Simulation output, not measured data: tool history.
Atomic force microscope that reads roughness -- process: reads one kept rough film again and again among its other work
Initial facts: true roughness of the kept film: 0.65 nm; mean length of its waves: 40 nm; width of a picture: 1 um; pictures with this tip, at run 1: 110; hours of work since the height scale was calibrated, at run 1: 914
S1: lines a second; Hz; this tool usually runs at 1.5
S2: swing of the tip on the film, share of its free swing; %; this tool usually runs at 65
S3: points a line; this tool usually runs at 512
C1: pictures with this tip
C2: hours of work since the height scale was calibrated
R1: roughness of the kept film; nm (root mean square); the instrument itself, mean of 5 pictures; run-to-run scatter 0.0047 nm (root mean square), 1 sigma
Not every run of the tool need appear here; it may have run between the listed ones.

| run | hour | S1 | S2 | S3 | C1 | C2 | R1 |
|---|---|---|---|---|---|---|---|
| 1 | 0 | 1.5 | 65 | 512 | 110 | 914 | 0.594 |
| 2 | 30.9 | 1.5 | 65 | 512 | 138 | 932 | 0.586 |
| 3 | 73.4 | 1.5 | 65 | 512 | 176 | 957 | 0.582 |
| 4 | 99.6 | 1.5 | 65 | 512 | 200 | 972 | 0.592 |
| 5 | 141.9 | 1.5 | 65 | 512 | 238 | 997 | 0.577 |
| 6 | 163.5 | 1.5 | 65 | 512 | 258 | 1009 | 0.578 |
| 7 | 200 | 1.5 | 65 | 512 | 291 | 1030 | 0.565 |
|  | 203.4 | height scale calibrated on a step standard |
| 8 | 232.8 | 1.5 | 65 | 512 | 320 | 17 | 0.573 |
|  | 252 | new tip fitted |
| 9 | 272.1 | 1.5 | 65 | 512 | 18 | 40 | 0.592 |
| 10 | 294 | 1.5 | 65 | 512 | 38 | 52 | 0.593 |
| 11 | 324 | 1.5 | 65 | 512 | 65 | 70 | 0.592 |
| 12 | 349.7 | 1.5 | 65 | 512 | 88 | 85 | 0.587 |
| 13 | 368.6 | 0.74 | 82 | 356 | 105 | 96 | 0.581 |
| 14 | 410 | 0.74 | 74 | 356 | 143 | 120 | 0.582 |
| 15 | 440.3 | 0.74 | 74 | 273 | 170 | 137 | 0.58 |
|  | 448.6 | height scale calibrated on a step standard, once more |
| 16 | 471.5 | 1.5 | 64 | 512 | 198 | 13 | 0.595 |
| 17 | 500.3 | 1.5 | 64 | 790 | 224 | 30 | 0.581 |
| 18 | 537.6 | 1.5 | 64 | 790 | 258 | 52 | 0.584 |
| 19 | 569.8 | 2.64 | 64 | 560 | 287 | 70 | 0.56 |
| 20 | 605.4 | 0.65 | 90 | 706 | 319 | 91 | 0.553 |
|  | 624.1 | new tip fitted |
| 21 | 637.4 | 0.65 | 90 | 706 | 12 | 109 | 0.584 |
| 22 | 674.2 | 0.7 | 69 | 425 | 45 | 131 | 0.612 |
| 23 | 697.7 | 1.13 | 61 | 451 | 66 | 144 | 0.605 |
| 24 | 723.3 | 1.69 | 72 | 978 | 89 | 159 | 0.578 |

Forecast each of these 5 alternatives for the next run:
| A | 756.9 | 1.14 | 66 | 512 | 120 | 179 | ? |
| B | 756.9 | 2.27 | 56 | 1019 | 120 | 179 | ? |
| C | 756.9 | 2.06 | 59 | 512 | 120 | 179 | ? |
| D | 756.9 | 1.69 | 72 | 541 | 120 | 179 | ? |
| E | 756.9 | 1.69 | 72 | 616 | 120 | 179 | ? |

| run | R1 |
|---|---|
| A | 0.606 |
| B | 0.594 |
| C | 0.595 |
| D | 0.57 |
| E | 0.573 |
With no hidden state in the tool, these same runs would have given:
| run | R1 |
|---|---|
| A | 0.619 |
| B | 0.607 |
| C | 0.608 |
| D | 0.583 |
| E | 0.586 |
